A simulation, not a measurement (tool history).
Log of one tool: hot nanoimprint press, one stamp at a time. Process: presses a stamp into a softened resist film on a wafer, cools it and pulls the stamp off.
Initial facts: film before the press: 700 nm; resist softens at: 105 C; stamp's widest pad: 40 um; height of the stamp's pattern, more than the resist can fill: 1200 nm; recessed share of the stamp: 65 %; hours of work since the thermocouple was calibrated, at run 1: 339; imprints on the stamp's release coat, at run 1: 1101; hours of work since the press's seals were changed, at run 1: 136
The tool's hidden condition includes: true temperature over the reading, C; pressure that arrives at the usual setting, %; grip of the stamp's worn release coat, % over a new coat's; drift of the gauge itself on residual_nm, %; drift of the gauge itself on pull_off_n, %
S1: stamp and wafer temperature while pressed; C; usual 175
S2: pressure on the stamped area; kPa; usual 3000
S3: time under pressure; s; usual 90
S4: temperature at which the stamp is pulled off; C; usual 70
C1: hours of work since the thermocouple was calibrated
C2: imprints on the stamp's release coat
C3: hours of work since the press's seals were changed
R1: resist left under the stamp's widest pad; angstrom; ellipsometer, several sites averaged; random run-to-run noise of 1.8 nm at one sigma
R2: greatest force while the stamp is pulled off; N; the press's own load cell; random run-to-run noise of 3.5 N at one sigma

run,hour,S1,S2,S3,S4,C1,C2,C3,R1,R2
1,0,175,3000,90,70,339,1101,136,4014,167
2,23,175,3000,90,70,350,1141,147,4015,171
3,39.5,175,3000,90,70,358,1169,155,4025,168
4,50.4,175,3000,90,70,363,1188,160,4053,169
5,72,175,3000,90,70,374,1226,171,4049,170
6,90.1,175,3000,90,70,382,1257,180,4039,170
7,107.3,175,3000,90,70,391,1287,188,4051,169
8,124.8,175,3000,90,70,399,1317,196,4097,168
9,146.4,175,4010,90,70,410,1355,207,3625,167
10,170.5,175,4010,90,70,421,1397,219,3631,171
11,190.4,175,3000,90,70,431,1431,228,4113,166
12,209.1,175,3000,90,70,440,1464,237,4105,164
13,226.1,175,3000,90,70,448,1493,245,4121,172
# hour 239.1: gauge calibrated
14,249.8,175,3000,90,70,460,1534,257,4010,171
15,262.9,175,3000,107,70,466,1557,263,3749,172
# hour 273.9: plate thermocouple calibrated
16,282.2,175,3000,97,69,4,1585,271,3909,174
17,305.2,175,3080,90,71,15,1625,282,4001,169
18,327.7,170,2830,178,67,26,1664,293,3955,182
19,349.8,170,2830,178,67,37,1703,304,3931,180
20,370.5,170,2830,178,67,47,1739,314,3929,181
# hour 397.4: stamp cleaned and given a new release coat
21,399.7,172,2740,85,76,58,4,325,4683,148
22,412.7,175,3840,56,62,64,26,331,4310,198
23,436.8,175,3840,56,62,76,68,343,4311,192
24,459.6,175,3840,56,62,87,108,354,4337,195
25,472,175,3840,56,62,93,129,360,4292,203
26,482.9,175,3840,56,62,98,148,365,4299,205
27,496.7,175,3840,56,62,105,172,372,4333,194
28,513.7,175,2050,56,68,113,202,380,5352,169
# hour 531.5: gauge calibrated
29,536.1,175,2050,56,68,124,241,391,5139,177

For some of the steps in R1 from one run to the next: how much would appear even if the tool had no hidden state, given the settings, what came in and random variation, and how much remains for the hidden state plus any gauge scatter that the measured result and the result without hidden state don't share?
Run 13 -> 14: gauge calibrated. R1 -111 angstrom: hidden state -104, all else -7.
Run 20 -> 21: S1 170 -> 172, S2 2830 -> 2740, S3 178 -> 85, S4 67 -> 76, stamp cleaned and given a new release coat. R1 +754 angstrom: hidden state +24, all else +730.
Run 27 -> 28: S2 3840 -> 2050, S4 62 -> 68. R1 +1019 angstrom: hidden state +39, all else +980.
Run 28 -> 29: gauge calibrated. R1 -213 angstrom: hidden state -164, all else -49.
